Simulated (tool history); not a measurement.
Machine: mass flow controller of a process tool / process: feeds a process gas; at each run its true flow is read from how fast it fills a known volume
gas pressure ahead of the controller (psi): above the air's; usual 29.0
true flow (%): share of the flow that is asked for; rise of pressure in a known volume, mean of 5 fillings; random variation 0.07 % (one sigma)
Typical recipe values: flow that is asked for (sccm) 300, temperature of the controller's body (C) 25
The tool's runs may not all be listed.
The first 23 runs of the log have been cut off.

| run | hour | flow that is asked for (sccm) | gas pressure ahead of the controller (psi) | temperature of the controller's body (C) | true flow (%) |
|---|---|---|---|---|---|
| 24 | 1226.0 | 531 | 24.4 | 30 | 100.20 |
| 25 | 1275.3 | 744 | 24.7 | 30 | 100.68 |
| 26 | 1323.7 | 130 | 21.0 | 25 | 99.55 |
| 27 | 1362.5 | 131 | 26.7 | 28 | 99.80 |
|  | 1392.9 | gauge calibrated |
| 28 | 1416.1 | 387 | 29.6 | 28 | 99.41 |
| 29 | 1462.4 | 152 | 32.2 | 21 | 99.26 |
| 30 | 1539.8 | 300 | 26.8 | 25 | 99.26 |
| 31 | 1593.3 | 549 | 40.0 | 20 | 99.93 |
| 32 | 1644.7 | 909 | 29.0 | 23 | 100.07 |
| 33 | 1709.1 | 242 | 29.0 | 21 | 99.31 |
| 34 | 1748.3 | 242 | 29.0 | 21 | 99.28 |
| 35 | 1802.7 | 143 | 29.4 | 25 | 99.29 |
| 36 | 1842.7 | 300 | 37.9 | 20 | 99.69 |
| 37 | 1909.6 | 300 | 36.8 | 38 | 100.21 |
| 38 | 1978.3 | 309 | 23.9 | 27 | 99.39 |
| 39 | 2023.9 | 309 | 23.9 | 27 | 99.40 |
| 40 | 2075.8 | 300 | 25.8 | 30 | 99.68 |
|  | 2102.3 | controller's zero set anew |
| 41 | 2115.4 | 300 | 29.0 | 22 | 99.56 |
| 42 | 2188.6 | 140 | 33.1 | 24 | 99.82 |
| 43 | 2250.9 | 116 | 21.8 | 25 | 99.41 |

Below are 4 alternative next runs, each starting from the tool's condition after run 43. Predict each:
|  | 2310.0 | gauge calibrated |
| A | 2310.0 | 169 | 36.3 | 31 | ? |
|  | 2310.0 | gauge calibrated |
| B | 2310.0 | 177 | 22.5 | 25 | ? |
|  | 2310.0 | gauge calibrated |
| C | 2310.0 | 300 | 21.8 | 25 | ? |
|  | 2310.0 | gauge calibrated |
| D | 2310.0 | 649 | 39.5 | 26 | ? |

| run | true flow (%) |
|---|---|
| A | 99.48 |
| B | 98.78 |
| C | 98.92 |
| D | 100.03 |
With no hidden state in the tool, these same runs would have given:
| run | true flow (%) |
|---|---|
| A | 99.48 |
| B | 98.79 |
| C | 98.92 |
| D | 100.04 |

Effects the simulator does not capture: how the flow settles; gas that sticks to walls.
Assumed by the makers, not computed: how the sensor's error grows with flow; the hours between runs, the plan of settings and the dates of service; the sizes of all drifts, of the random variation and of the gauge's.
